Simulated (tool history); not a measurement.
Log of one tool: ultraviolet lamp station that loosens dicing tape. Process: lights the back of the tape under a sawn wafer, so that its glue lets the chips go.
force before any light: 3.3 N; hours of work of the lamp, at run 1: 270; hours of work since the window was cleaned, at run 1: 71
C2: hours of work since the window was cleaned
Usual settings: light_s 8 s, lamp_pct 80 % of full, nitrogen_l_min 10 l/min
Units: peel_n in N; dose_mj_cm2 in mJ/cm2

Run 1, day 0: usual settings; hours of work of the lamp 270; C2 71. Result: peel_n 0.63 N, dose_mj_cm2 360 mJ/cm2.
Run 2, day 3.479: usual settings; hours of work of the lamp 316; C2 117. Result: peel_n 0.653 N, dose_mj_cm2 351 mJ/cm2.
Run 3, day 7.212: usual settings; hours of work of the lamp 367; C2 168. Result: peel_n 0.679 N, dose_mj_cm2 339 mJ/cm2.
Run 4, day 11.108: usual settings; hours of work of the lamp 419; C2 220. Result: peel_n 0.729 N, dose_mj_cm2 326 mJ/cm2.
Run 5, day 14.75: usual settings; hours of work of the lamp 468; C2 269. Result: peel_n 0.739 N, dose_mj_cm2 319 mJ/cm2.
Run 6, day 18.567: usual settings; hours of work of the lamp 520; C2 321. Result: peel_n 0.769 N, dose_mj_cm2 306 mJ/cm2.
Run 7, day 20.646: usual settings; hours of work of the lamp 548; C2 349. Result: peel_n 0.774 N, dose_mj_cm2 305 mJ/cm2.
Run 8, day 22.592: usual settings but light_s 9 s; hours of work of the lamp 574; C2 375. Result: peel_n 0.719 N, dose_mj_cm2 334 mJ/cm2.
Run 9, day 24.342: usual settings but light_s 9 s; hours of work of the lamp 597; C2 398. Result: peel_n 0.679 N, dose_mj_cm2 330 mJ/cm2.
Run 10, day 27.383: usual settings but light_s 9 s; hours of work of the lamp 638; C2 439. Result: peel_n 0.757 N, dose_mj_cm2 321 mJ/cm2.
Run 11, day 29.671: usual settings but light_s 9 s; hours of work of the lamp 669; C2 470. Result: peel_n 0.787 N, dose_mj_cm2 312 mJ/cm2.
Run 12, day 31.458: usual settings but light_s 9 s; hours of work of the lamp 693; C2 494. Result: peel_n 0.754 N, dose_mj_cm2 307 mJ/cm2.
At day 31.708: window cleaned of glue's vapour.
Run 13, day 33.529: usual settings but light_s 9 s; hours of work of the lamp 721; C2 25. Result: peel_n 0.809 N, dose_mj_cm2 296 mJ/cm2.
Run 14, day 36.517: usual settings; hours of work of the lamp 761; C2 65. Result: peel_n 0.931 N, dose_mj_cm2 259 mJ/cm2.
At day 38.304: lamp changed.
Run 15, day 38.579: usual settings; hours of work of the lamp 4; C2 92. Result: peel_n 0.649 N, dose_mj_cm2 355 mJ/cm2.
Run 16, day 41.204: usual settings but lamp_pct 82 % of full; hours of work of the lamp 39; C2 127. Result: peel_n 0.655 N, dose_mj_cm2 356 mJ/cm2.
At day 42.375: window cleaned of glue's vapour, once more.
Run 17, day 43.696: usual settings but lamp_pct 82 % of full, nitrogen_l_min 3 l/min; hours of work of the lamp 72; C2 18. Result: peel_n 1.023 N, dose_mj_cm2 386 mJ/cm2.
Run 18, day 47.646: usual settings but lamp_pct 82 % of full, nitrogen_l_min 3 l/min; hours of work of the lamp 126; C2 71. Result: peel_n 1.024 N, dose_mj_cm2 378 mJ/cm2.
Run 19, day 50.362: usual settings but light_s 12 s, lamp_pct 82 % of full, nitrogen_l_min 6 l/min; hours of work of the lamp 162; C2 108. Result: peel_n 0.459 N, dose_mj_cm2 555 mJ/cm2.
Run 20, day 54.067: usual settings but light_s 16 s, nitrogen_l_min 5 l/min; hours of work of the lamp 212; C2 158. Result: peel_n 0.38 N, dose_mj_cm2 701 mJ/cm2.
Run 21, day 58.162: usual settings but light_s 5 s, lamp_pct 74 % of full; hours of work of the lamp 267; C2 213. Result: peel_n 1.236 N, dose_mj_cm2 196 mJ/cm2.
Run 22, day 60.508: usual settings but light_s 4 s, lamp_pct 86 % of full; hours of work of the lamp 299; C2 244. Result: peel_n 1.335 N, dose_mj_cm2 177 mJ/cm2.
Run 23, day 64.429: usual settings but light_s 4 s, lamp_pct 86 % of full; hours of work of the lamp 352; C2 297. Result: peel_n 1.338 N, dose_mj_cm2 172 mJ/cm2.
Run 24, day 67.104: usual settings but lamp_pct 93 % of full, nitrogen_l_min 6 l/min; hours of work of the lamp 388; C2 333. Result: peel_n 0.755 N, dose_mj_cm2 366 mJ/cm2.
Run 25, day 71.271: usual settings but lamp_pct 84 % of full, nitrogen_l_min 12 l/min; hours of work of the lamp 444; C2 389. Result: peel_n 0.69 N, dose_mj_cm2 322 mJ/cm2.
Run 26, day 73.471: usual settings but light_s 13 s, lamp_pct 84 % of full, nitrogen_l_min 16 l/min; hours of work of the lamp 473; C2 419. Result: peel_n 0.343 N, dose_mj_cm2 512 mJ/cm2.
Run 27, day 75.496: usual settings but light_s 11 s, lamp_pct 75 % of full, nitrogen_l_min 17 l/min; hours of work of the lamp 501; C2 446. Result: peel_n 0.481 N, dose_mj_cm2 378 mJ/cm2.
Run 28, day 77.183: usual settings but light_s 11 s, lamp_pct 75 % of full, nitrogen_l_min 17 l/min; hours of work of the lamp 523; C2 469. Result: peel_n 0.489 N, dose_mj_cm2 372 mJ/cm2.
At day 79.438: window cleaned of glue's vapour.
Run 29, day 81.312: usual settings but lamp_pct 76 % of full, nitrogen_l_min 12 l/min; hours of work of the lamp 579; C2 25. Result: peel_n 0.78 N, dose_mj_cm2 282 mJ/cm2.
Run 30, day 84.738: usual settings but lamp_pct 76 % of full, nitrogen_l_min 12 l/min; hours of work of the lamp 625; C2 71. Result: peel_n 0.834 N, dose_mj_cm2 274 mJ/cm2.
Run 31, day 87.321: usual settings but light_s 12 s, lamp_pct 66 % of full, nitrogen_l_min 3 l/min; hours of work of the lamp 660; C2 106. Result: peel_n 1.112 N, dose_mj_cm2 351 mJ/cm2.
Run 32, day 89.604: usual settings but light_s 12 s, lamp_pct 66 % of full, nitrogen_l_min 3 l/min; hours of work of the lamp 690; C2 137. Result: peel_n 1.112 N, dose_mj_cm2 343 mJ/cm2.

Forecast each of these 5 alternatives for the next run:
Run A, day 93.342: usual settings but light_s 7 s, lamp_pct 92 % of full, nitrogen_l_min 3 l/min; hours of work of the lamp 741; C2 187. Result: peel_n ?, dose_mj_cm2 ?.
Run B, day 93.342: usual settings but light_s 12 s, lamp_pct 66 % of full, nitrogen_l_min 9 l/min; hours of work of the lamp 741; C2 187. Result: peel_n ?, dose_mj_cm2 ?.
Run C, day 93.342: usual settings but light_s 12 s, lamp_pct 73 % of full, nitrogen_l_min 3 l/min; hours of work of the lamp 741; C2 187. Result: peel_n ?, dose_mj_cm2 ?.
Run D, day 93.342: usual settings but light_s 13 s, lamp_pct 88 % of full, nitrogen_l_min 15 l/min; hours of work of the lamp 741; C2 187. Result: peel_n ?, dose_mj_cm2 ?.
Run E, day 93.342: usual settings; hours of work of the lamp 741; C2 187. Result: peel_n ?, dose_mj_cm2 ?.

run  peel_n  dose_mj_cm2
  A   1.413          268
  B   0.757          332
  C   1.047          369
  D   0.377          479
  E   0.891          268
Without the tool's hidden state the same runs would have given:
run  peel_n  dose_mj_cm2
  A    0.97          398
  B   0.453          494
  C   0.662          549
  D   0.265          712
  E   0.542          399

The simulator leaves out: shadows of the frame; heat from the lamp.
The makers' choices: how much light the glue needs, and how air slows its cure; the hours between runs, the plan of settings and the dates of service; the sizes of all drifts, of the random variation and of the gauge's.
